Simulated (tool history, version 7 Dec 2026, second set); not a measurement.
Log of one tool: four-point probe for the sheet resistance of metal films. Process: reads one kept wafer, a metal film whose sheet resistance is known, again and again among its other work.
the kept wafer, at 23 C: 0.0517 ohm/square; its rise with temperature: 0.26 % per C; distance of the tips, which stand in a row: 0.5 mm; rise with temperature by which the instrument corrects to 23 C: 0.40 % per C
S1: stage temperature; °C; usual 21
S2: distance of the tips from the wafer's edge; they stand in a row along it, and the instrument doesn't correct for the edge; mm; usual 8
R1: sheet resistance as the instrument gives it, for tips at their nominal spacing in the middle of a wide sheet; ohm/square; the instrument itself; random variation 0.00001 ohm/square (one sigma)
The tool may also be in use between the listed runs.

run 1 hour=0 | S1=21 S2=8 | R1=0.051767
run 2 hour=20.9 | S1=21 S2=13 | R1=0.051687
run 3 hour=37.3 | S1=21 S2=52 | R1=0.051649
run 4 hour=52 | S1=21 S2=52 | R1=0.051639
run 5 hour=72 | S1=21 S2=52 | R1=0.051632
run 6 hour=88.5 | S1=21 S2=52 | R1=0.051626
run 7 hour=105.7 | S1=26 S2=8 | R1=0.051378
run 8 hour=134.2 | S1=26 S2=8 | R1=0.051382
run 9 hour=158 | S1=23 S2=8 | R1=0.051576
run 10 hour=184 | S1=23 S2=8 | R1=0.051582
run 11 hour=202.1 | S1=23 S2=8 | R1=0.051564
run 12 hour=227.1 | S1=21 S2=13 | R1=0.051648
run 13 hour=240.4 | S1=21 S2=13 | R1=0.051654
run 14 hour=254.9 | S1=31 S2=8 | R1=0.050994
run 15 hour=278.4 | S1=34 S2=4 | R1=0.051103
run 16 hour=309.3 | S1=24 S2=33 | R1=0.051338
run 17 hour=325.3 | S1=20 S2=8 | R1=0.051751
run 18 hour=348.4 | S1=20 S2=8 | R1=0.051753
run 19 hour=375.8 | S1=20 S2=38 | R1=0.051632
run 20 hour=389.1 | S1=31 S2=27 | R1=0.050823

5 ways to go on from here, each from the tool as it stands after run 20. What would each give?
-- hour=392.9 new probe head fitted
run A hour=418.8 | S1=25 S2=27 | R1=?
-- hour=392.9 new probe head fitted
run B hour=418.8 | S1=22 S2=27 | R1=?
-- hour=392.9 new probe head fitted
run C hour=418.8 | S1=20 S2=8 | R1=?
-- hour=392.9 new probe head fitted
run D hour=418.8 | S1=23 S2=12 | R1=?
-- hour=392.9 new probe head fitted
run E hour=418.8 | S1=19 S2=12 | R1=?

run=A R1=0.051408
run=B R1=0.051618
run=C R1=0.051855
run=D R1=0.051584
run=E R1=0.051881
Without the tool's hidden state the same runs would have given:
run=A R1=0.051578
run=B R1=0.051789
run=C R1=0.052026
run=D R1=0.051755
run=E R1=0.052053

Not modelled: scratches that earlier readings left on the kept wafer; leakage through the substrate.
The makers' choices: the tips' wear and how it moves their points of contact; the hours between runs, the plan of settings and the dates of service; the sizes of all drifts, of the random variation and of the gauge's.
